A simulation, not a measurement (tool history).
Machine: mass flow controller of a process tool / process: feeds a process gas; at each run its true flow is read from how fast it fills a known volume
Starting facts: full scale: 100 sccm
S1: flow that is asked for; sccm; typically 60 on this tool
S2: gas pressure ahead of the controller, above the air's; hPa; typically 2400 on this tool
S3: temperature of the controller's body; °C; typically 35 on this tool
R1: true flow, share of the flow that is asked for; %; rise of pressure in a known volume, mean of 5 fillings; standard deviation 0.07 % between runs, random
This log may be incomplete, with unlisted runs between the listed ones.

run,hour,S1,S2,S3,R1
1,0,60,2400,35,98.73
2,77.6,69,2400,35,98.81
3,186.9,69,2400,35,98.79
4,281.2,69,2400,35,98.81
5,338,60,2400,35,98.85
6,463.9,60,2400,35,98.66
7,521.5,60,2400,35,98.76
8,595.1,60,2400,35,98.6
9,709.6,60,2400,21,100.3
10,789.4,60,2400,21,100.38
11,890.1,60,2400,21,100.28
12,961.5,60,2400,21,100.28
13,1077.2,60,2400,21,100.24
14,1143.3,60,2400,21,100.38
15,1218,60,2400,21,100.29
16,1297.5,60,2400,21,100.24
17,1426.7,60,2400,35,98.73
18,1552.6,36,2400,35,98.68
19,1632.9,15,2400,35,99.28
20,1703.5,22,2400,35,98.89
21,1838.6,60,2400,35,98.67
22,1970.4,60,2400,35,98.69
23,2102.5,60,2400,35,98.78
24,2217.6,60,2060,35,98.44
25,2297.2,60,2060,35,98.39
26,2357,25,2330,26,99.95
27,2412.8,25,2330,35,98.76
28,2486.5,25,2330,30,99.24
29,2564.2,17,2080,33,99.3
30,2691.9,60,1730,35,98.28
31,2788.4,60,1730,35,98.24
32,2907.1,60,1950,35,98.24
33,3007,60,1950,35,98.39
# hour 3017.4: controller's zero set anew
34,3089.6,16,2400,39,99.35
35,3211.5,16,2400,39,99.25
36,3333.3,16,2400,39,99.32
37,3420.2,43,1550,25,99.34
38,3517.5,95,2400,26,99.87
39,3621.9,95,2400,39,98.52
40,3721.9,60,2400,26,99.77
# hour 3765.1: controller's zero set anew, once more
41,3836.1,33,2400,34,98.22
42,3902.4,76,1410,27,98.61
43,3960.1,19,2660,28,99.02
44,4041.1,11,2450,29,98.92
45,4172.6,11,2600,27,99.18
46,4229.9,47,2600,33,98.65
47,4365.7,47,2600,33,98.48

Selected run-to-run steps in R1, each split into two signed amounts: the part the tool would show with no hidden state at all (from settings, incoming material and random variation), and the remainder, which goes to the hidden state together with any gauge scatter not common to the measured and the hidden-state-free results:
The tool's hidden condition here consists of: flow at rest that the sensor doesn't see, % of full scale; true flow over the shown one, %; drift of the gauge itself on true_pct, %.
Run 8 -> 9: S3 35 -> 21. R1 +1.7 %: hidden state +0, all else +1.7.
Run 25 -> 26: S1 60 -> 25, S2 2060 -> 2330, S3 35 -> 26. R1 +1.56 %: hidden state +0.54, all else +1.02.
Run 29 -> 30: S1 17 -> 60, S2 2080 -> 1730, S3 33 -> 35. R1 -1.02 %: hidden state -1.01, all else -0.01.
Run 33 -> 34: S1 60 -> 16, S2 1950 -> 2400, S3 35 -> 39, controller's zero set anew. R1 +0.96 %: hidden state +1.53, all else -0.57.
Run 36 -> 37: S1 16 -> 43, S2 2400 -> 1550, S3 39 -> 25. R1 +0.02 %: hidden state -1.25, all else +1.27.
Run 40 -> 41: S1 60 -> 33, S3 26 -> 34, controller's zero set anew, once more. R1 -1.55 %: hidden state -0.42, all else -1.13.

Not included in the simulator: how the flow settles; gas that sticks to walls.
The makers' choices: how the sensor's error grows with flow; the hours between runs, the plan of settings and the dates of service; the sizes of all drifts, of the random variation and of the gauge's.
